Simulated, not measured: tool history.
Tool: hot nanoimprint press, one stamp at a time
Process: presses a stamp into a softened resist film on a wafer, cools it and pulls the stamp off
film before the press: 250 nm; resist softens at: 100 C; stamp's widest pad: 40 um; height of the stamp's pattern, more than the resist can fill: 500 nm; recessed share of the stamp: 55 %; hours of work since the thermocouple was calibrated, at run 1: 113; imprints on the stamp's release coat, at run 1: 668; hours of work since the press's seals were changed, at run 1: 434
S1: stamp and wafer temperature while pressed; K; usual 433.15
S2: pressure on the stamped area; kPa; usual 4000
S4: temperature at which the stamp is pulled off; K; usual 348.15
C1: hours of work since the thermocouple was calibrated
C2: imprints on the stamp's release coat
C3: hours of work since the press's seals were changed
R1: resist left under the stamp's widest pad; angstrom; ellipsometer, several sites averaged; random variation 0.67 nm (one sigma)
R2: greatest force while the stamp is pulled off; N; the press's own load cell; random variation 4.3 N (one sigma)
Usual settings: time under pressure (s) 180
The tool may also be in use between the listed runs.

{"run": 1, "hour": 0.0, "S1": 433.15, "S2": 4000, "time under pressure (s)": 180, "S4": 348.15, "C1": 113, "C2": 668, "C3": 434, "R1": 1307, "R2": 251}
{"run": 2, "hour": 7.4, "S1": 433.15, "S2": 4000, "time under pressure (s)": 180, "S4": 348.15, "C1": 119, "C2": 701, "C3": 440, "R1": 1305, "R2": 247}
{"run": 3, "hour": 21.9, "S1": 433.15, "S2": 4000, "time under pressure (s)": 180, "S4": 348.15, "C1": 130, "C2": 766, "C3": 451, "R1": 1318, "R2": 258}
{"run": 4, "hour": 37.4, "S1": 433.15, "S2": 4000, "time under pressure (s)": 180, "S4": 348.15, "C1": 141, "C2": 835, "C3": 463, "R1": 1311, "R2": 266}
{"run": 5, "hour": 48.6, "S1": 433.15, "S2": 4000, "time under pressure (s)": 180, "S4": 348.15, "C1": 150, "C2": 885, "C3": 471, "R1": 1315, "R2": 269}
{"run": 6, "hour": 55.7, "S1": 433.15, "S2": 5810, "time under pressure (s)": 180, "S4": 348.15, "C1": 155, "C2": 917, "C3": 477, "R1": 1132, "R2": 281}
{"run": 7, "hour": 65.3, "S1": 433.15, "S2": 5810, "time under pressure (s)": 180, "S4": 348.15, "C1": 162, "C2": 960, "C3": 484, "R1": 1121, "R2": 269}
{"run": 8, "hour": 72.6, "S1": 433.15, "S2": 5810, "time under pressure (s)": 180, "S4": 348.15, "C1": 168, "C2": 993, "C3": 489, "R1": 1131, "R2": 286}
{"run": 9, "hour": 84.3, "S1": 433.15, "S2": 5810, "time under pressure (s)": 180, "S4": 348.15, "C1": 177, "C2": 1045, "C3": 498, "R1": 1127, "R2": 273}
{"hour": 96.9, "done": "stamp cleaned and given a new release coat"}
{"run": 10, "hour": 104.3, "S1": 433.15, "S2": 5810, "time under pressure (s)": 180, "S4": 348.15, "C1": 187, "C2": 33, "C3": 509, "R1": 1113, "R2": 216}
{"run": 11, "hour": 118.1, "S1": 433.15, "S2": 4000, "time under pressure (s)": 180, "S4": 348.15, "C1": 198, "C2": 95, "C3": 519, "R1": 1308, "R2": 216}
{"hour": 122.0, "done": "plate thermocouple calibrated"}
{"run": 12, "hour": 128.8, "S1": 433.15, "S2": 4000, "time under pressure (s)": 180, "S4": 348.15, "C1": 5, "C2": 129, "C3": 525, "R1": 1328, "R2": 228}
{"run": 13, "hour": 139.4, "S1": 433.15, "S2": 4000, "time under pressure (s)": 180, "S4": 344.15, "C1": 13, "C2": 177, "C3": 533, "R1": 1325, "R2": 231}
{"run": 14, "hour": 145.8, "S1": 433.15, "S2": 4000, "time under pressure (s)": 180, "S4": 344.15, "C1": 18, "C2": 205, "C3": 538, "R1": 1349, "R2": 250}
{"run": 15, "hour": 156.7, "S1": 433.15, "S2": 4000, "time under pressure (s)": 180, "S4": 344.15, "C1": 26, "C2": 254, "C3": 546, "R1": 1327, "R2": 243}
{"run": 16, "hour": 164.4, "S1": 433.15, "S2": 4000, "time under pressure (s)": 180, "S4": 344.15, "C1": 32, "C2": 288, "C3": 552, "R1": 1329, "R2": 253}
{"run": 17, "hour": 173.4, "S1": 433.15, "S2": 5130, "time under pressure (s)": 228, "S4": 348.15, "C1": 39, "C2": 329, "C3": 559, "R1": 1100, "R2": 237}
{"run": 18, "hour": 187.3, "S1": 433.15, "S2": 5130, "time under pressure (s)": 228, "S4": 348.15, "C1": 49, "C2": 391, "C3": 569, "R1": 1105, "R2": 242}
{"run": 19, "hour": 197.4, "S1": 444.15, "S2": 3400, "time under pressure (s)": 147, "S4": 346.15, "C1": 57, "C2": 436, "C3": 577, "R1": 1023, "R2": 257}
{"run": 20, "hour": 207.2, "S1": 444.15, "S2": 5340, "time under pressure (s)": 147, "S4": 351.15, "C1": 64, "C2": 480, "C3": 584, "R1": 831, "R2": 225}
{"hour": 214.1, "done": "plate thermocouple calibrated, once more"}
{"run": 21, "hour": 218.0, "S1": 437.15, "S2": 6060, "time under pressure (s)": 103, "S4": 346.15, "C1": 3, "C2": 515, "C3": 590, "R1": 1142, "R2": 247}
{"run": 22, "hour": 227.3, "S1": 437.15, "S2": 4820, "time under pressure (s)": 103, "S4": 353.15, "C1": 10, "C2": 556, "C3": 597, "R1": 1260, "R2": 217}
{"run": 23, "hour": 239.5, "S1": 433.15, "S2": 2620, "time under pressure (s)": 120, "S4": 348.15, "C1": 19, "C2": 611, "C3": 607, "R1": 1715, "R2": 241}
{"run": 24, "hour": 246.1, "S1": 433.15, "S2": 2620, "time under pressure (s)": 120, "S4": 348.15, "C1": 24, "C2": 640, "C3": 612, "R1": 1726, "R2": 251}
{"run": 25, "hour": 254.3, "S1": 436.15, "S2": 4420, "time under pressure (s)": 165, "S4": 345.15, "C1": 30, "C2": 677, "C3": 618, "R1": 1139, "R2": 270}
{"run": 26, "hour": 268.4, "S1": 421.15, "S2": 3540, "time under pressure (s)": 133, "S4": 353.15, "C1": 41, "C2": 740, "C3": 629, "R1": 2112, "R2": 239}
{"run": 27, "hour": 280.4, "S1": 429.15, "S2": 6190, "time under pressure (s)": 165, "S4": 347.15, "C1": 50, "C2": 794, "C3": 638, "R1": 1323, "R2": 270}
{"run": 28, "hour": 295.2, "S1": 429.15, "S2": 6190, "time under pressure (s)": 165, "S4": 347.15, "C1": 61, "C2": 860, "C3": 649, "R1": 1322, "R2": 270}
{"run": 29, "hour": 308.6, "S1": 429.15, "S2": 6190, "time under pressure (s)": 165, "S4": 347.15, "C1": 72, "C2": 920, "C3": 659, "R1": 1331, "R2": 275}

Forecast each of these 3 alternatives for the next run:
{"run": "A", "hour": 324.2, "S1": 424.15, "S2": 3480, "time under pressure (s)": 117, "S4": 348.15, "C1": 83, "C2": 990, "C3": 671, "R1": "?", "R2": "?"}
{"run": "B", "hour": 324.2, "S1": 429.15, "S2": 3350, "time under pressure (s)": 277, "S4": 337.15, "C1": 83, "C2": 990, "C3": 671, "R1": "?", "R2": "?"}
{"run": "C", "hour": 324.2, "S1": 429.15, "S2": 6190, "time under pressure (s)": 212, "S4": 351.15, "C1": 83, "C2": 990, "C3": 671, "R1": "?", "R2": "?"}

run=A R1=2023 R2=277
run=B R1=1420 R2=332
run=C R1=1213 R2=260
Without the tool's hidden state the same runs would have given:
run=A R1=2003 R2=208
run=B R1=1394 R2=249
run=C R1=1179 R2=196
